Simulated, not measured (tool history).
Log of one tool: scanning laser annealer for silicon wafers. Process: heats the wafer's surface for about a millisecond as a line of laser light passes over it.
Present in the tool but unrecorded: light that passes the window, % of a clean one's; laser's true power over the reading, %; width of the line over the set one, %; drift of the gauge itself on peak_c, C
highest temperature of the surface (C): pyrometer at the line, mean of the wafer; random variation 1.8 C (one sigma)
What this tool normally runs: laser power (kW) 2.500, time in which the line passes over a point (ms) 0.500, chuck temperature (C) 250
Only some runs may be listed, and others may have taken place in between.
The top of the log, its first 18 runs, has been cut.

run    hour  laser power (kW)  time in which the line passes over a point (ms)  chuck temperature (C)  hours of work since the window was cleaned  hours of work since the power meter was calibrated  hours of work since the optics were aligned  highest temperature of the surface (C)
 19  1128.1             2.500                                            0.500                    264                                         242                                                1096                                         1311                                     958
 20  1195.8             2.500                                            0.500                    264                                         271                                                1125                                         1341                                     956
 21  1255.9             2.699                                            0.476                    226                                         297                                                1151                                         1367                                     969
 22  1305.3             2.699                                            0.476                    226                                         318                                                1173                                         1388                                     962
 23  1356.6             2.500                                            0.500                    257                                         341                                                1195                                         1410                                     943
 24  1405.0             2.500                                            0.473                    257                                         362                                                1216                                         1431                                     918
 25  1457.5             2.716                                            0.473                    238                                         384                                                1239                                         1454                                     975
 26  1499.9             2.716                                            0.473                    238                                         403                                                1257                                         1472                                     972
 27  1533.7             2.671                                            0.473                    237                                         417                                                1272                                         1487                                     952
 28  1569.3             2.459                                            0.527                    289                                         433                                                1287                                         1502                                     972
 29  1636.5             2.500                                            0.527                    280                                         462                                                1316                                         1531                                     975
     1651.1  -- window over the wafer cleaned
 30  1707.7             2.661                                            0.569                    218                                          25                                                1346                                         1561                                    1055
 31  1751.5             2.661                                            0.569                    218                                          43                                                1365                                         1580                                    1053
 32  1806.6             2.661                                            0.569                    218                                          67                                                1389                                         1604                                    1049
 33  1859.8             2.190                                            0.593                    250                                          90                                                1412                                         1627                                     907
 34  1895.4             2.292                                            0.446                    250                                         106                                                1427                                         1643                                     839
 35  1944.9             2.292                                            0.446                    250                                         127                                                1449                                         1664                                     832
 36  2022.7             2.500                                            0.460                    250                                         161                                                1483                                         1698                                     916
 37  2090.6             2.432                                            0.402                    228                                         190                                                1512                                         1727                                     816
 38  2137.8             2.432                                            0.402                    228                                         211                                                1532                                         1748                                     815
     2167.4  -- optics aligned, line set to its width
 39  2196.2             2.500                                            0.500                    273                                         234                                                1555                                           12                                     982
 40  2230.7             2.161                                            0.500                    261                                         249                                                1570                                           27                                     846

Each row is a separate what-if for the run after 40, all from the same tool condition, not one after another. Results?
  A  2290.1             2.161                                            0.500                    243                                         274                                                1596                                           53                                       ?
  B  2290.1             2.161                                            0.384                    261                                         274                                                1596                                           53                                       ?
  C  2290.1             2.426                                            0.440                    235                                         274                                                1596                                           53                                       ?
  D  2290.1             2.635                                            0.500                    288                                         274                                                1596                                           53                                       ?

run  highest temperature of the surface (C)
  A                                     823
  B                                     759
  C                                     862
  D                                    1044
With the hidden condition removed and each run's random variation left untouched, the same runs would have given:
run  highest temperature of the surface (C)
  A                                     842
  B                                     775
  C                                     883
  D                                    1068

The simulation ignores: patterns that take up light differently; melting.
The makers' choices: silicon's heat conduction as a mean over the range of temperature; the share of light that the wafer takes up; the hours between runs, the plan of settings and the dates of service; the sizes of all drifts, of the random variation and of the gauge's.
